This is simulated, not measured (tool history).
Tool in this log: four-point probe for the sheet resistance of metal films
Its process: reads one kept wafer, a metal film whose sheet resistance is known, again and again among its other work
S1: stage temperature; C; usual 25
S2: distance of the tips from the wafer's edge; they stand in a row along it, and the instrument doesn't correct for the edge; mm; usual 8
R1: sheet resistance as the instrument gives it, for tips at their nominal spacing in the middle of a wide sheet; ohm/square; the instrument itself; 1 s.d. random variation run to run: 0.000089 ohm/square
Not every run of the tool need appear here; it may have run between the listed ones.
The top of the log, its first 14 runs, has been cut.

run,day,S1,S2,R1
15,7.688,25,8,0.441618
16,8.300,25,8,0.441567
17,8.946,21,65,0.443221
18,9.554,28,74,0.438731
19,10.271,20,60,0.443949
20,11.008,25,4,0.444386
# day 11.100: stage's thermometer calibrated
21,11.550,31,8,0.438144
22,11.871,28,10,0.439661
23,12.592,28,10,0.439497
24,12.983,27,8,0.440358
# day 13.171: stage's thermometer calibrated, once more
25,13.383,27,8,0.440309

Forecast run 26:
26,14.083,27,8,?

Run 26 measured R1 0.440261 ohm/square.
With no hidden state in the tool, this same run would have given R1 0.442039 ohm/square.

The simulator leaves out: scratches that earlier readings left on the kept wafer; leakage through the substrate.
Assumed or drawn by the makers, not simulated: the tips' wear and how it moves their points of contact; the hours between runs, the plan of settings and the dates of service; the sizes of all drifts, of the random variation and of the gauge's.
